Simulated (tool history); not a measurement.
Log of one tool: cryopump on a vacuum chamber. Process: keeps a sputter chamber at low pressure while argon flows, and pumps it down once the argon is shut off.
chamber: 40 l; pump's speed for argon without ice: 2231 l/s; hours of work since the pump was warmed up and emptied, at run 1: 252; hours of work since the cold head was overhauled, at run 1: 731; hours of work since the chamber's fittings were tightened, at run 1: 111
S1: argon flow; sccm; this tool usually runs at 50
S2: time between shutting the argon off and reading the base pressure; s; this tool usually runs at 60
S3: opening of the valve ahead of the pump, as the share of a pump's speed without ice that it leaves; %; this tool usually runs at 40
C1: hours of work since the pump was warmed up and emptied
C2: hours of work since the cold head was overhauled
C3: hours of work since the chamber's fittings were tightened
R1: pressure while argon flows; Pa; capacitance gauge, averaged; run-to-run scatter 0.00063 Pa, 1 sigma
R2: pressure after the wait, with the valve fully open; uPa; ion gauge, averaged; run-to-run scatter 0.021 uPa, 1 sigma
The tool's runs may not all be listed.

{"run": 1, "day": 0.0, "S1": 50, "S2": 60, "S3": 40, "C1": 252, "C2": 731, "C3": 111, "R1": 0.1028, "R2": 0.6}
{"run": 2, "day": 1.388, "S1": 50, "S2": 60, "S3": 40, "C1": 279, "C2": 758, "C3": 138, "R1": 0.1042, "R2": 0.57}
{"run": 3, "day": 3.079, "S1": 50, "S2": 242, "S3": 40, "C1": 313, "C2": 791, "C3": 171, "R1": 0.1042, "R2": 0.41}
{"run": 4, "day": 4.104, "S1": 50, "S2": 60, "S3": 40, "C1": 333, "C2": 812, "C3": 191, "R1": 0.1058, "R2": 0.75}
{"run": 5, "day": 5.533, "S1": 50, "S2": 60, "S3": 40, "C1": 361, "C2": 840, "C3": 220, "R1": 0.1063, "R2": 0.77}
{"run": 6, "day": 6.621, "S1": 50, "S2": 60, "S3": 40, "C1": 383, "C2": 861, "C3": 241, "R1": 0.1074, "R2": 0.74}
{"run": 7, "day": 7.7, "S1": 50, "S2": 60, "S3": 40, "C1": 404, "C2": 883, "C3": 262, "R1": 0.1086, "R2": 0.79}
{"day": 9.262, "done": "pump warmed up, emptied and cooled again"}
{"run": 8, "day": 9.567, "S1": 50, "S2": 60, "S3": 32, "C1": 6, "C2": 915, "C3": 295, "R1": 0.1183, "R2": 0.7}
{"run": 9, "day": 10.567, "S1": 45, "S2": 61, "S3": 42, "C1": 26, "C2": 935, "C3": 315, "R1": 0.082, "R2": 0.71}
{"run": 10, "day": 11.462, "S1": 30, "S2": 61, "S3": 40, "C1": 43, "C2": 953, "C3": 332, "R1": 0.0582, "R2": 0.78}
{"run": 11, "day": 12.658, "S1": 30, "S2": 61, "S3": 40, "C1": 67, "C2": 976, "C3": 356, "R1": 0.0585, "R2": 0.73}
{"run": 12, "day": 13.8, "S1": 30, "S2": 91, "S3": 40, "C1": 89, "C2": 999, "C3": 379, "R1": 0.0585, "R2": 0.61}
{"run": 13, "day": 15.229, "S1": 30, "S2": 91, "S3": 40, "C1": 118, "C2": 1027, "C3": 407, "R1": 0.0593, "R2": 0.67}
{"run": 14, "day": 16.992, "S1": 30, "S2": 91, "S3": 40, "C1": 152, "C2": 1062, "C3": 441, "R1": 0.0589, "R2": 0.7}
{"run": 15, "day": 17.808, "S1": 30, "S2": 33, "S3": 36, "C1": 169, "C2": 1078, "C3": 458, "R1": 0.0667, "R2": 1.12}

Consider 4 possible next runs. They are alternatives, not a sequence: every one starts from the tool as it was left by run 15. What does each give?
{"run": "A", "day": 19.042, "S1": 50, "S2": 21, "S3": 15, "C1": 193, "C2": 1102, "C3": 482, "R1": "?", "R2": "?"}
{"run": "B", "day": 19.042, "S1": 99, "S2": 28, "S3": 28, "C1": 193, "C2": 1102, "C3": 482, "R1": "?", "R2": "?"}
{"run": "C", "day": 19.042, "S1": 30, "S2": 22, "S3": 60, "C1": 193, "C2": 1102, "C3": 482, "R1": "?", "R2": "?"}
{"run": "D", "day": 19.042, "S1": 65, "S2": 60, "S3": 51, "C1": 193, "C2": 1102, "C3": 482, "R1": "?", "R2": "?"}

run=A R1=0.2594 R2=1.57
run=B R1=0.2811 R2=1.29
run=C R1=0.0415 R2=1.53
run=D R1=0.1051 R2=0.84
With no hidden state in the tool, these same runs would have given:
run=A R1=0.2531 R2=1.19
run=B R1=0.2686 R2=0.91
run=C R1=0.0377 R2=1.15
run=D R1=0.0968 R2=0.46
